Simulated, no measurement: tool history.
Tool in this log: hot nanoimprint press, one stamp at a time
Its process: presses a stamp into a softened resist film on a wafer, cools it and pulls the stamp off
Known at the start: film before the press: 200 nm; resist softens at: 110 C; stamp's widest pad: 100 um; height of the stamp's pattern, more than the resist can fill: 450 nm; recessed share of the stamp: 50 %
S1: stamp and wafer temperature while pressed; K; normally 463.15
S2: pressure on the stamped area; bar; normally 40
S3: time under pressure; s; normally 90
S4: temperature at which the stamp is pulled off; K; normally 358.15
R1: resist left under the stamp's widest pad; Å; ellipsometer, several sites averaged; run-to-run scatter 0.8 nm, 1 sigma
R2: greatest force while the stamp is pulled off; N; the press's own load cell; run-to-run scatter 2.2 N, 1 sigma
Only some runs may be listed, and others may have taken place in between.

run    hour      S1    S2  S3      S4    R1   R2
  1       0  463.15    40  90  358.15  1010  144
  2    54.5  463.15    40  90  358.15  1000  163
  3   135.2  463.15  53.9  90  358.15   894  170
      150.6  -- stamp cleaned and given a new release coat
  4   227.9  463.15    40  90  358.15   997  104
  5   298.2  463.15    40  90  358.15   978  111
  6   370.8  463.15  49.4  90  358.15   909  124
  7   412.5  463.15  49.4  90  358.15   917  126
      462.9  -- plate thermocouple calibrated
  8   463.4  463.15  49.4  90  358.15   972  140
  9   509.3  463.15  49.4  90  358.15   972  145
 10   591.4  463.15  49.4  90  358.15   967  164
 11   646.2  463.15    40  90  358.15  1051  165
      682.8  -- stamp cleaned and given a new release coat
 12   732.6  463.15    40  90  358.15  1042  101
      801.3  -- press's hydraulic seals changed and the load cell set to zero
 13   825.7  463.15    40  90  358.15  1007  112
 14   902.8  463.15    40  90  358.15  1001  125
 15   966.9  463.15    40  90  358.15   998  135
 16  1032.4  465.15    40  90  365.15   941  117

Expected results for the next run?
 17  1099.8  465.15  40  95  365.15   ?   ?

{"run 17": {"R1": 928, "R2": 130}}
With the hidden condition absent and the run-to-run variation left alone, this run would have shown R1 966 Å, R2 82 N.
